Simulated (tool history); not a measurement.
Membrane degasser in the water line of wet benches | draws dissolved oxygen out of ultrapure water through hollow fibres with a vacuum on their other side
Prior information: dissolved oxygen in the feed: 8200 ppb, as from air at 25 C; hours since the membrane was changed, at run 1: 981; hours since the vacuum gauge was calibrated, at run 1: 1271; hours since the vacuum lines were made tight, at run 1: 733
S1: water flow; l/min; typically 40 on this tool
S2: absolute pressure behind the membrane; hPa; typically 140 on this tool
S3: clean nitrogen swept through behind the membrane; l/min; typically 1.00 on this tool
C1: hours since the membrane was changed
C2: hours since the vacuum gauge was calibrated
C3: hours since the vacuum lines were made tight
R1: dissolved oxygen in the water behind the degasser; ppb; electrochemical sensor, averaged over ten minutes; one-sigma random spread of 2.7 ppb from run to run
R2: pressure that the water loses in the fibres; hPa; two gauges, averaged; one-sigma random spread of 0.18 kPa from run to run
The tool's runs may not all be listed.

Run 1, hour 0.0: usual settings; C1 981; C2 1271; C3 733. Result: R1 841.5 ppb, R2 340.4 hPa.
Run 2, hour 182.2: usual settings; C1 1163; C2 1454; C3 916. Result: R1 842.3 ppb, R2 336.7 hPa.
Run 3, hour 361.8: usual settings but S3 0.76 l/min; C1 1343; C2 1633; C3 1095. Result: R1 1015.9 ppb, R2 342.9 hPa.
Run 4, hour 511.9: usual settings but S3 0.76 l/min; C1 1493; C2 1783; C3 1245. Result: R1 1019.6 ppb, R2 334.8 hPa.
Run 5, hour 652.5: usual settings but S3 0.76 l/min; C1 1634; C2 1924; C3 1386. Result: R1 1018.4 ppb, R2 338.8 hPa.
Run 6, hour 748.3: usual settings but S3 0.76 l/min; C1 1730; C2 2020; C3 1482. Result: R1 1013.3 ppb, R2 341.6 hPa.
Run 7, hour 957.7: usual settings but S3 0.76 l/min; C1 1939; C2 2229; C3 1691. Result: R1 1017.4 ppb, R2 340.4 hPa.
Run 8, hour 1097.9: usual settings; C1 2079; C2 2369; C3 1831. Result: R1 844.6 ppb, R2 340.5 hPa.
Run 9, hour 1230.1: usual settings; C1 2211; C2 2501; C3 1963. Result: R1 848.3 ppb, R2 343.1 hPa.
Run 10, hour 1365.9: usual settings; C1 2347; C2 2637; C3 2099. Result: R1 850.0 ppb, R2 341.3 hPa.
Run 11, hour 1463.3: usual settings; C1 2445; C2 2735; C3 2197. Result: R1 849.8 ppb, R2 339.2 hPa.
Run 12, hour 1582.9: usual settings; C1 2564; C2 2854; C3 2316. Result: R1 847.2 ppb, R2 344.4 hPa.
Run 13, hour 1789.9: usual settings; C1 2771; C2 3061; C3 2523. Result: R1 847.9 ppb, R2 340.3 hPa.
At hour 1812.0: vacuum gauge calibrated.
Run 14, hour 1946.8: usual settings; C1 2928; C2 135; C3 2680. Result: R1 848.8 ppb, R2 340.8 hPa.
Run 15, hour 2089.0: usual settings; C1 3070; C2 277; C3 2822. Result: R1 853.4 ppb, R2 343.2 hPa.
At hour 2225.8: vacuum gauge calibrated, once more.
Run 16, hour 2244.1: usual settings; C1 3224; C2 18; C3 2976. Result: R1 841.2 ppb, R2 341.7 hPa.
Run 17, hour 2334.0: usual settings; C1 3314; C2 108; C3 3066. Result: R1 841.9 ppb, R2 343.3 hPa.
Run 18, hour 2445.0: usual settings; C1 3425; C2 219; C3 3177. Result: R1 841.5 ppb, R2 341.3 hPa.
Run 19, hour 2552.5: usual settings; C1 3533; C2 327; C3 3285. Result: R1 843.9 ppb, R2 347.6 hPa.
Run 20, hour 2667.6: usual settings but S1 31 l/min, S2 204 hPa, S3 1.01 l/min; C1 3648; C2 442; C3 3400. Result: R1 1018.4 ppb, R2 264.7 hPa.
Run 21, hour 2796.0: usual settings but S1 31 l/min, S2 204 hPa, S3 1.01 l/min; C1 3776; C2 570; C3 3528. Result: R1 1015.4 ppb, R2 267.1 hPa.
Run 22, hour 2890.3: usual settings but S2 226 hPa; C1 3871; C2 664; C3 3623. Result: R1 1379.7 ppb, R2 345.6 hPa.
Run 23, hour 3005.6: usual settings but S2 144 hPa; C1 3986; C2 780; C3 3738. Result: R1 870.9 ppb, R2 344.2 hPa.
Run 24, hour 3182.5: usual settings but S3 2.77 l/min; C1 4163; C2 957; C3 3915. Result: R1 400.2 ppb, R2 345.0 hPa.
Run 25, hour 3309.0: usual settings but S1 37 l/min, S3 2.95 l/min; C1 4289; C2 1083; C3 4041. Result: R1 349.0 ppb, R2 322.7 hPa.
Run 26, hour 3478.6: usual settings but S1 61 l/min, S2 138 hPa, S3 0.77 l/min; C1 4459; C2 1253; C3 4211. Result: R1 1361.6 ppb, R2 531.5 hPa.
Run 27, hour 3588.7: usual settings but S2 90 hPa, S3 2.93 l/min; C1 4569; C2 1363; C3 4321. Result: R1 233.8 ppb, R2 348.1 hPa.
Run 28, hour 3781.3: usual settings but S1 60 l/min; C1 4762; C2 1555; C3 4514. Result: R1 1180.9 ppb, R2 522.4 hPa.
Run 29, hour 3932.1: usual settings but S1 31 l/min; C1 4912; C2 1706; C3 4665. Result: R1 684.6 ppb, R2 271.9 hPa.
Run 30, hour 4142.9: usual settings but S1 31 l/min, S2 123 hPa; C1 5123; C2 1917; C3 4875. Result: R1 588.1 ppb, R2 272.9 hPa.
Run 31, hour 4320.5: usual settings but S1 48 l/min, S2 196 hPa, S3 2.91 l/min; C1 5301; C2 2095; C3 5053. Result: R1 656.7 ppb, R2 419.0 hPa.
Run 32, hour 4478.1: usual settings but S1 48 l/min, S2 196 hPa, S3 2.91 l/min; C1 5458; C2 2252; C3 5211. Result: R1 660.1 ppb, R2 414.6 hPa.
Run 33, hour 4583.8: usual settings but S1 58 l/min, S2 287 hPa, S3 0.41 l/min; C1 5564; C2 2358; C3 5316. Result: R1 3507.4 ppb, R2 507.8 hPa.

For each run, the measured value with the value that run would have given without the tool's hidden condition subtracted. The run-to-run variation is shared by both, the gauge scatter possibly not:
The hidden state here: membrane still open, %; true pressure behind the membrane over the reading, kPa; air that leaks in behind the membrane, l/min; drift of the gauge itself on oxygen_ppb, %; drift of the gauge itself on loss_of_pressure_kpa, %.
run     R1     R2
  1   +6.0   +2.4
  2   +6.6   +2.8
  3   +7.5   +3.3
  4   +7.9   +3.7
  5   +8.4   +4.0
  6   +8.6   +4.2
  7   +9.1   +4.7
  8   +9.1   +5.1
  9   +9.6   +5.5
 10  +10.0   +5.7
 11  +10.3   +6.0
 12  +10.5   +6.3
 13  +11.2   +6.8
 14  +12.6   +7.2
 15  +13.0   +7.5
 16   +6.1   +7.9
 17   +6.4   +8.1
 18   +6.7   +8.4
 19   +7.0   +8.7
 20   +6.6   +6.9
 21   +6.9   +7.1
 22   +8.0   +9.5
 23   +8.3   +9.8
 24   +9.6  +10.2
 25   +8.9   +9.7
 26  +13.5  +16.6
 27  +10.1  +11.1
 28  +16.6  +17.4
 29   +8.7   +9.2
 30   +8.9   +9.7
 31  +16.9  +15.6
 32  +17.5  +16.0
 33   -6.3  +19.8
